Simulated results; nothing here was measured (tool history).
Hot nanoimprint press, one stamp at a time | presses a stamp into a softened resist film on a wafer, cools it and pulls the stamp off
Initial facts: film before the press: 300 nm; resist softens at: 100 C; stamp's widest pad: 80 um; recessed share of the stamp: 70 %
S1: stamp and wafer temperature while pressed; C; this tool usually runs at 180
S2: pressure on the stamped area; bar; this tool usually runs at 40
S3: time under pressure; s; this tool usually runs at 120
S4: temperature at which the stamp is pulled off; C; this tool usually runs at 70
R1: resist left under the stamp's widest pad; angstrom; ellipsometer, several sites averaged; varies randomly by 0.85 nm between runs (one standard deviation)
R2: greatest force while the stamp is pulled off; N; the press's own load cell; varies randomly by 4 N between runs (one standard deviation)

run	day	S1	S2	S3	S4	R1	R2
1	0	180	40	120	70	1244	223
# day 0.638: plate thermocouple calibrated
# day 1.792: stamp cleaned and given a new release coat
2	1.792	180	40	120	70	1274	207
3	4.183	180	40	120	70	1289	211
4	5.938	171	40	120	70	1843	221
# day 8.867: stamp cleaned and given a new release coat
5	9.383	171	40	120	70	1871	207
6	10.908	171	40	120	70	1888	209
7	12.438	180	40	87	70	1502	211
# day 13.742: plate thermocouple calibrated, once more
# day 16.012: stamp cleaned and given a new release coat
8	16.071	180	40	87	61	1321	211
9	18.658	180	40	120	70	1177	209
10	20.712	180	40	120	77	1187	211
11	22.104	180	40	167	77	1045	222
# day 23.108: stamp cleaned and given a new release coat
12	25.121	180	40	167	77	1066	205
13	28.325	180	40	167	77	1078	209
# day 30.092: stamp cleaned and given a new release coat
14	30.121	180	40	167	77	1084	192
# day 31.267: press's hydraulic seals changed and the load cell set to zero
15	33.308	180	47.8	120	65	1137	217
# day 34.017: plate thermocouple calibrated
16	36.167	180	47.8	120	65	1075	222
# day 37.579: stamp cleaned and given a new release coat
17	38.05	180	25.2	120	75	1428	194
18	40.529	180	25.2	120	75	1431	208
19	42.933	180	25.2	120	75	1461	215
# day 44.642: stamp cleaned and given a new release coat
20	45.962	179	26.9	116	60	1478	218
21	47.388	169	26.9	116	60	2123	222
22	50.679	169	43.3	116	77	1841	225
# day 51.679: stamp cleaned and given a new release coat
# day 53.892: plate thermocouple calibrated
23	53.933	190	40	88	70	884	206
24	55.808	190	27.3	184	70	774	208
# day 58.883: stamp cleaned and given a new release coat
25	59.225	190	27.3	184	70	795	202
26	61.4	188	40	149	70	794	206
27	62.979	188	40	149	70	795	221

Alternative continuations, all from the tool just after run 27; predict every row:
# day 65.942: stamp cleaned and given a new release coat
A	65.992	169	43.6	75	70	?	?
# day 65.942: stamp cleaned and given a new release coat
B	65.992	180	26.4	120	70	?	?
# day 65.942: stamp cleaned and given a new release coat
C	65.992	185	40	149	70	?	?

run	R1	R2
A	2099	190
B	1441	198
C	908	196
What these runs would have given with no unlogged condition in the tool:
run	R1	R2
A	2005	189
B	1371	197
C	852	195

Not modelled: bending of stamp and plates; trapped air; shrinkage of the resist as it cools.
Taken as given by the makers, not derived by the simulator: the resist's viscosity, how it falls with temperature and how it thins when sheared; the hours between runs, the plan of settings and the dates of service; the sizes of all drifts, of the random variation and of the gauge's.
